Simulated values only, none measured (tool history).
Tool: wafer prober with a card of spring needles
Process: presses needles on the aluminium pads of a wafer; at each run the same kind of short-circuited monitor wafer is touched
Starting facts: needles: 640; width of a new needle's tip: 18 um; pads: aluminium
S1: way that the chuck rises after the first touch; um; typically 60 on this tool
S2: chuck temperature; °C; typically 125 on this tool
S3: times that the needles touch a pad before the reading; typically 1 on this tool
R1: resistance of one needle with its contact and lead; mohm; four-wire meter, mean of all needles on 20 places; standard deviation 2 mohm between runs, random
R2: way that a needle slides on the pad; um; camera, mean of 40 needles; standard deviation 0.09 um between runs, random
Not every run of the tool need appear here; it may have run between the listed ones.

run	hour	S1	S2	S3	R1	R2
1	0.0	60	125	1	269	12.41
# hour 2.4: tips cleaned on abrasive film
# hour 8.1: tips cleaned on abrasive film
# hour 14.9: tips cleaned on abrasive film
2	17.9	60	125	1	261	12.44
# hour 21.2: tips cleaned on abrasive film
# hour 27.5: tips cleaned on abrasive film
# hour 34.0: tips cleaned on abrasive film
3	35.6	60	125	1	250	12.42
# hour 40.5: tips cleaned on abrasive film
# hour 47.2: tips cleaned on abrasive film
4	49.9	60	125	1	269	12.24
# hour 53.5: tips cleaned on abrasive film
# hour 59.5: tips cleaned on abrasive film
5	62.7	60	125	1	266	12.23
# hour 66.1: tips cleaned on abrasive film
# hour 72.1: tips cleaned on abrasive film
# hour 78.7: tips cleaned on abrasive film
6	81.3	63	125	1	256	12.73
# hour 85.4: tips cleaned on abrasive film
# hour 92.2: tips cleaned on abrasive film
# hour 98.1: tips cleaned on abrasive film
7	100.7	60	79	1	253	12.10
# hour 104.7: tips cleaned on abrasive film
# hour 110.6: tips cleaned on abrasive film
8	111.9	60	79	1	231	11.98
# hour 116.9: tips cleaned on abrasive film
# hour 123.4: tips cleaned on abrasive film
# hour 129.6: tips cleaned on abrasive film
9	130.0	64	125	1	229	12.75
# hour 136.2: tips cleaned on abrasive film
# hour 143.2: tips cleaned on abrasive film
10	145.2	43	125	1	318	8.29
# hour 149.1: tips cleaned on abrasive film
# hour 155.4: tips cleaned on abrasive film
11	159.4	43	125	1	350	8.19
# hour 161.6: tips cleaned on abrasive film
# hour 168.3: tips cleaned on abrasive film
12	170.9	60	125	1	274	11.87
# hour 174.7: tips cleaned on abrasive film
13	180.0	60	125	3	252	11.88
# hour 181.0: tips cleaned on abrasive film
# hour 187.3: tips cleaned on abrasive film
14	189.0	60	125	1	256	11.96
# hour 193.0: tips cleaned on abrasive film
# hour 199.8: tips cleaned on abrasive film
15	201.1	47	42	1	267	9.07

Predict the results of run 16:
# hour 206.8: tips cleaned on abrasive film
# hour 212.4: tips cleaned on abrasive film
# hour 212.7: height of the first contact set anew
16	218.2	56	38	1	?	?

R1: 282 mohm
R2: 12.15 um
Minus the tool's unlogged condition, the same run would have read R1 203 mohm, R2 12.15 um.
